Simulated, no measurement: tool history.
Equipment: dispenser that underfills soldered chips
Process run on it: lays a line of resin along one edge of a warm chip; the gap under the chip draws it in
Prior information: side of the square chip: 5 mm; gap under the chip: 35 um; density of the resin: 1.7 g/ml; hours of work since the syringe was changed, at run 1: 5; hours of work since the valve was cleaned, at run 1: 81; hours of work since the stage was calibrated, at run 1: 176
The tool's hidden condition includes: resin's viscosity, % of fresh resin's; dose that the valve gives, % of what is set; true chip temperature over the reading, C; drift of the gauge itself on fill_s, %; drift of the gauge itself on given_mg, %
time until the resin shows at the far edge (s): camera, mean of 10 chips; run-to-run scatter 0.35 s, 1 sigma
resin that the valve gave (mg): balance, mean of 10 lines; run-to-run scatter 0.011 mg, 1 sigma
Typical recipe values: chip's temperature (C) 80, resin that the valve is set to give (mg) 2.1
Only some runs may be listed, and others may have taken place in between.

run,hour,chip's temperature (C),resin that the valve is set to give (mg),hours of work since the syringe was changed,hours of work since the valve was cleaned,hours of work since the stage was calibrated,time until the resin shows at the far edge (s),resin that the valve gave (mg)
1,0,80,2.1,5,81,176,23.2,2.04
# hour 2.2: new syringe of resin
2,6.8,80,2.1,3,86,180,21.8,2.02
# hour 11.7: new syringe of resin
3,13.5,80,2.1,1,91,185,20.2,2.02
4,19.1,66,2.1,5,95,189,41.1,2.01
# hour 21.4: new syringe of resin
5,29.1,66,2.1,5,101,196,40.9,2.01
# hour 31.5: new syringe of resin
6,39.6,80,2.03,6,109,203,24.8,1.93
# hour 41.2: new syringe of resin
7,44.3,80,2.1,2,112,206,20.9,2.01
# hour 51.2: new syringe of resin
8,54.5,80,1.9,2,119,213,21.8,1.81
9,59.3,80,2.1,6,122,216,24.7,1.99
# hour 60.7: new syringe of resin
# hour 68.9: dispensing valve cleaned and set on the balance
# hour 71.6: new syringe of resin
10,71.6,80,2.1,0,2,224,19,2.1
11,80.2,80,2.1,6,8,230,24.4,2.09
# hour 81.3: new syringe of resin
12,86.8,83,2.1,4,12,235,20.6,2.11
# hour 90.9: new syringe of resin
13,93.2,83,2.31,2,16,239,17.9,2.29
14,97.8,81,2.32,5,20,242,21.8,2.3
# hour 100.9: new syringe of resin
15,106.3,81,2.32,4,26,248,20.9,2.29
# hour 110.5: new syringe of resin
16,117,81,1.98,5,33,255,22.4,1.96
# hour 120: new syringe of resin
17,125.7,81,2.66,4,39,261,20.5,2.61
# hour 129.6: new syringe of resin
18,135.7,65,2.19,4,46,268,41,2.14
# hour 139.2: new syringe of resin
19,146.3,65,2.19,5,53,275,42.9,2.12
# hour 149.3: new syringe of resin
20,154,65,1.96,3,58,280,41.3,1.92
# hour 159.1: new syringe of resin
21,161.9,80,2.48,2,64,286,20.3,2.41
# hour 169.3: new syringe of resin
22,169.9,80,2.48,0,69,291,19.9,2.41
23,176.9,90,2.1,5,74,296,16.7,2.05
# hour 178.8: new syringe of resin
24,185.8,90,1.87,5,80,302,17.1,1.81
# hour 188.6: new syringe of resin
25,195.1,87,2.11,5,86,309,18.5,2.03

Below are 3 alternative next runs, each starting from the tool's condition after run 25. Predict each:
# hour 198.4: new syringe of resin
A,204.9,80,1.97,5,93,315,?,?
# hour 198.4: new syringe of resin
B,204.9,87,2.54,5,93,315,?,?
# hour 198.4: new syringe of resin
C,204.9,73,2.47,5,93,315,?,?

run,time until the resin shows at the far edge (s),resin that the valve gave (mg)
A,24.4,1.89
B,17.4,2.48
C,30,2.38
With no hidden state in the tool, these same runs would have given:
run,time until the resin shows at the far edge (s),resin that the valve gave (mg)
A,19.4,1.96
B,13.8,2.57
C,23.7,2.46
